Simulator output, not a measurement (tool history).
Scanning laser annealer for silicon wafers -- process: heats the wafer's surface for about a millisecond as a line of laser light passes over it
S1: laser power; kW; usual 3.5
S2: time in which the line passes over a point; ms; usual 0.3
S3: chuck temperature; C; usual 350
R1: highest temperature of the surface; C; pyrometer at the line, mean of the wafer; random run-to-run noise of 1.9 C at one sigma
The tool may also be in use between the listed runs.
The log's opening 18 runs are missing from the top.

{"run": 19, "hour": 314.7, "S1": 3.562, "S2": 0.3, "S3": 350, "R1": 1097}
{"hour": 336.6, "done": "window over the wafer cleaned, once more"}
{"run": 20, "hour": 340.4, "S1": 3.562, "S2": 0.3, "S3": 350, "R1": 1151}
{"run": 21, "hour": 357.5, "S1": 3.409, "S2": 0.229, "S3": 342, "R1": 997}
{"run": 22, "hour": 375.6, "S1": 3.57, "S2": 0.348, "S3": 350, "R1": 1225}
{"run": 23, "hour": 397.5, "S1": 3.57, "S2": 0.348, "S3": 350, "R1": 1222}
{"run": 24, "hour": 415.6, "S1": 3.5, "S2": 0.214, "S3": 350, "R1": 993}
{"run": 25, "hour": 428.1, "S1": 3.5, "S2": 0.214, "S3": 350, "R1": 994}
{"run": 26, "hour": 446.0, "S1": 3.49, "S2": 0.3, "S3": 329, "R1": 1110}
{"run": 27, "hour": 463.6, "S1": 3.49, "S2": 0.236, "S3": 357, "R1": 1039}
{"run": 28, "hour": 474.3, "S1": 3.5, "S2": 0.306, "S3": 350, "R1": 1138}
{"run": 29, "hour": 489.3, "S1": 3.5, "S2": 0.306, "S3": 350, "R1": 1139}
{"run": 30, "hour": 510.5, "S1": 3.523, "S2": 0.292, "S3": 350, "R1": 1126}
{"run": 31, "hour": 521.8, "S1": 3.523, "S2": 0.292, "S3": 350, "R1": 1121}
{"run": 32, "hour": 534.3, "S1": 3.553, "S2": 0.38, "S3": 342, "R1": 1245}
{"run": 33, "hour": 551.7, "S1": 3.367, "S2": 0.246, "S3": 312, "R1": 979}
{"run": 34, "hour": 573.3, "S1": 3.482, "S2": 0.327, "S3": 356, "R1": 1163}

5 ways to go on from here, each from the tool as it stands after run 34. What would each give?
{"run": "A", "hour": 589.4, "S1": 3.5, "S2": 0.3, "S3": 331, "R1": "?"}
{"run": "B", "hour": 589.4, "S1": 3.482, "S2": 0.357, "S3": 329, "R1": "?"}
{"run": "C", "hour": 589.4, "S1": 3.386, "S2": 0.327, "S3": 335, "R1": "?"}
{"run": "D", "hour": 589.4, "S1": 3.5, "S2": 0.239, "S3": 372, "R1": "?"}
{"run": "E", "hour": 589.4, "S1": 3.522, "S2": 0.3, "S3": 350, "R1": "?"}

run=A R1=1106
run=B R1=1185
run=C R1=1123
run=D R1=1052
run=E R1=1132
What these runs would have given with no unlogged condition in the tool:
run=A R1=1123
run=B R1=1204
run=C R1=1140
run=D R1=1067
run=E R1=1149

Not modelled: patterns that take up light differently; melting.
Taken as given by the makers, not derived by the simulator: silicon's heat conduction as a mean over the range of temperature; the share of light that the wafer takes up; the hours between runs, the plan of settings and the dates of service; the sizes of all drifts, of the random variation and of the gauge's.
